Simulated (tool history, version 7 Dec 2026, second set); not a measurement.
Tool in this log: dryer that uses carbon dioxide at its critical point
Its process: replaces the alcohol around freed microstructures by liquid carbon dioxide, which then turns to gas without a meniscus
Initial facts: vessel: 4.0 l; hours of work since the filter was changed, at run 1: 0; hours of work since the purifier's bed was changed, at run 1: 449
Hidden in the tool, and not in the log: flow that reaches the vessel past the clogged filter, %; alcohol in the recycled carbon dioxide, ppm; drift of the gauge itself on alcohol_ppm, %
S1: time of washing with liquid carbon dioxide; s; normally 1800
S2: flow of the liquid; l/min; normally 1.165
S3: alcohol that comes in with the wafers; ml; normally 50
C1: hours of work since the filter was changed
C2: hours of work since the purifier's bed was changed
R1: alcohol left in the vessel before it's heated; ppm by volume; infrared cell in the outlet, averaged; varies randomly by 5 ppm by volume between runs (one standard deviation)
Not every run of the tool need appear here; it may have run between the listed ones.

run   hour    S1     S2  S3   C1   C2   R1
  1      0  1800  1.165  50    0  449   41
  2   29.2  1800   1.24  50   18  467   43
  3   50.3  1800   1.24  50   31  480   39
  4   75.4  1800   1.24  50   46  495   42
  5  108.6  1800   1.24  50   67  516   52
  6  137.8  1800   1.24  50   85  533   63
  7  158.5  1800   1.24  50   98  546   57
  8  178.2  1800  1.165  50  110  558   52
  9    213  1800  1.165  50  131  580   56
 10  243.3  1800   1.07  50  150  598   59
 11  264.1  1800  1.165  50  163  611   68
 12  284.5  1800  1.165  46  175  624   57
 13  306.8  1800    1.6  50  189  638   61
 14  336.7  2220  1.165  50  207  656   56
 15  371.8  2220  1.165  50  229  678   67
 16  387.9  2220   1.05  50  239  687   65
 17  415.7  1440   1.05  50  256  705  122
 18  452.4  2640  1.165  50  279  727   62
 19  487.6  2520   1.35  41  300  749   65
 20    514  1860   1.35  57  316  765   61
 21  539.9  1260  1.165  50  332  781  146
 22  577.7  2220   0.93  59  356  804   81
     608.8  -- inlet filter changed
 23  616.8  1200   1.17  46    5  828  143
 24  639.7  1200   1.17  46   19  842  138
 25  659.7  1200   1.17  46   31  854  139
 26  691.3  1200   1.17  46   51  874  145
 27  709.4  1200   1.17  46   62  885  138
 28  739.5  2580   1.02  25   80  903   72
 29  763.5  1860      1  25   95  918   87
 30  781.4  1860  1.165  86  106  929   90
 31    804  1980   0.79  24  120  943   96
 32  827.1  2520   0.86  30  134  957   81
 33  847.3  2520   0.86  30  147  970   80

Alternative continuations, all from the tool just after run 33; predict every row:
  A  866.3  2820  1.75  71  159  981   ?
  B  866.3  1080  0.97  41  159  981   ?
  C  866.3  2340  1.32  30  159  981   ?

run   R1
  A   72
  B  303
  C   74
With no hidden state in the tool, these same runs would have given:
run   R1
  A    0
  B  194
  C    0

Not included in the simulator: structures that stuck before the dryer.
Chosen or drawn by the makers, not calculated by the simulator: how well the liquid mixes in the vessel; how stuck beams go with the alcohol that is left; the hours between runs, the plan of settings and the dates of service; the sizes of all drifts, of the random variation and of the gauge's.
